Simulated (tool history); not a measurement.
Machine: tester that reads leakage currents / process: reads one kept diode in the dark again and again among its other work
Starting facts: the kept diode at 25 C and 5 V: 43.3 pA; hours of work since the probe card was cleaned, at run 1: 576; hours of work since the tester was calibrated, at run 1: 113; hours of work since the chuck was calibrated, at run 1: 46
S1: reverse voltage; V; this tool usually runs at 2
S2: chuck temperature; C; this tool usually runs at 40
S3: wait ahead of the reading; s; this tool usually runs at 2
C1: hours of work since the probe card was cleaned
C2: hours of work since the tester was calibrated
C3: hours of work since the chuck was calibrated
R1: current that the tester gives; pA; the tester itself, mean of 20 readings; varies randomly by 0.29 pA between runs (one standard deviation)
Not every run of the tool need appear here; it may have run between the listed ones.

run,hour,S1,S2,S3,C1,C2,C3,R1
1,0,2,40,2,576,113,46,95.49
2,23.3,2,40,2,592,129,62,95.08
3,42.1,2,40,2,605,141,75,95.29
4,67.6,2,40,2,622,159,93,95.38
5,103.8,2,40,2,647,184,117,95.21
6,126.7,2,40,2,663,199,133,95.79
# hour 130.7: chuck's temperature calibrated
7,155.7,2,40,2,681,218,17,95.14
8,187.4,2,45,1.71,703,240,39,136.13
9,206.4,2,46,1.06,716,253,52,146.82
10,234.4,6.59,25,0.59,735,272,71,53.72
11,269.5,6.59,25,0.59,759,296,95,53.97

Here are 5 independent what-if runs from the current tool condition. What would each one return?
A,285,2.92,25,0.59,770,306,106,?
B,285,6.59,25,3.86,770,306,106,?
C,285,2,34,0.36,770,306,106,?
D,285,1.24,51,2,770,306,106,?
E,285,15.67,58,2,770,306,106,?

run,R1
A,37.04
B,50
C,62.53
D,169.86
E,782.12
Stripped of hidden state, with their random variation kept, the same runs would have yielded:
run,R1
A,36.8
B,49.16
C,62.7
D,171.07
E,785.46
